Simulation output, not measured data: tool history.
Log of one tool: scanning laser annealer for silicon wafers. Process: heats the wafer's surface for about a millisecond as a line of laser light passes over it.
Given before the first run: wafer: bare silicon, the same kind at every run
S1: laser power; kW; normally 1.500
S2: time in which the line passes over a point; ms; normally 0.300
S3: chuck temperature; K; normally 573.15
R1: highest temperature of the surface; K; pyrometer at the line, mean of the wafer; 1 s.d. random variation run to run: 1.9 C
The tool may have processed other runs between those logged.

{"run": 1, "hour": 0.0, "S1": 1.5, "S2": 0.3, "S3": 573.15, "R1": 1353.15}
{"run": 2, "hour": 11.0, "S1": 1.551, "S2": 0.3, "S3": 573.15, "R1": 1384.15}
{"run": 3, "hour": 28.6, "S1": 1.5, "S2": 0.3, "S3": 573.15, "R1": 1351.15}
{"run": 4, "hour": 42.5, "S1": 1.5, "S2": 0.3, "S3": 573.15, "R1": 1351.15}
{"run": 5, "hour": 55.7, "S1": 1.5, "S2": 0.3, "S3": 573.15, "R1": 1355.15}
{"run": 6, "hour": 67.1, "S1": 1.5, "S2": 0.3, "S3": 573.15, "R1": 1354.15}
{"run": 7, "hour": 84.7, "S1": 1.5, "S2": 0.3, "S3": 573.15, "R1": 1357.15}
{"run": 8, "hour": 99.1, "S1": 1.43, "S2": 0.3, "S3": 573.15, "R1": 1318.15}
{"run": 9, "hour": 116.3, "S1": 1.43, "S2": 0.3, "S3": 573.15, "R1": 1316.15}
{"run": 10, "hour": 130.9, "S1": 1.5, "S2": 0.3, "S3": 604.15, "R1": 1384.15}
{"run": 11, "hour": 138.6, "S1": 1.5, "S2": 0.3, "S3": 604.15, "R1": 1385.15}
{"run": 12, "hour": 148.9, "S1": 1.5, "S2": 0.3, "S3": 573.15, "R1": 1353.15}
{"run": 13, "hour": 160.9, "S1": 1.629, "S2": 0.247, "S3": 537.15, "R1": 1300.15}
{"run": 14, "hour": 172.3, "S1": 1.368, "S2": 0.316, "S3": 609.15, "R1": 1341.15}
{"run": 15, "hour": 188.1, "S1": 1.368, "S2": 0.316, "S3": 609.15, "R1": 1340.15}
{"run": 16, "hour": 197.3, "S1": 1.368, "S2": 0.316, "S3": 609.15, "R1": 1342.15}
{"hour": 215.3, "done": "window over the wafer cleaned"}
{"run": 17, "hour": 216.6, "S1": 1.552, "S2": 0.281, "S3": 599.15, "R1": 1381.15}
{"run": 18, "hour": 232.2, "S1": 1.415, "S2": 0.213, "S3": 540.15, "R1": 1146.15}
{"run": 19, "hour": 248.8, "S1": 1.416, "S2": 0.3, "S3": 587.15, "R1": 1325.15}
{"run": 20, "hour": 258.1, "S1": 1.646, "S2": 0.242, "S3": 581.15, "R1": 1343.15}
{"run": 21, "hour": 273.2, "S1": 1.611, "S2": 0.3, "S3": 553.15, "R1": 1399.15}
{"run": 22, "hour": 289.3, "S1": 1.295, "S2": 0.3, "S3": 541.15, "R1": 1213.15}
{"run": 23, "hour": 305.1, "S1": 1.329, "S2": 0.3, "S3": 541.15, "R1": 1232.15}
{"run": 24, "hour": 319.1, "S1": 1.467, "S2": 0.3, "S3": 541.15, "R1": 1303.15}

Each row is a separate what-if for the run after 24, all from the same tool condition, not one after another. Results?
{"run": "A", "hour": 330.7, "S1": 1.309, "S2": 0.341, "S3": 570.15, "R1": "?"}
{"run": "B", "hour": 330.7, "S1": 1.298, "S2": 0.368, "S3": 571.15, "R1": "?"}
{"run": "C", "hour": 330.7, "S1": 1.597, "S2": 0.221, "S3": 536.15, "R1": "?"}

run=A R1=1301.15
run=B R1=1328.15
run=C R1=1237.15
What these runs would have given with no unlogged condition in the tool:
run=A R1=1302.15
run=B R1=1328.15
run=C R1=1237.15
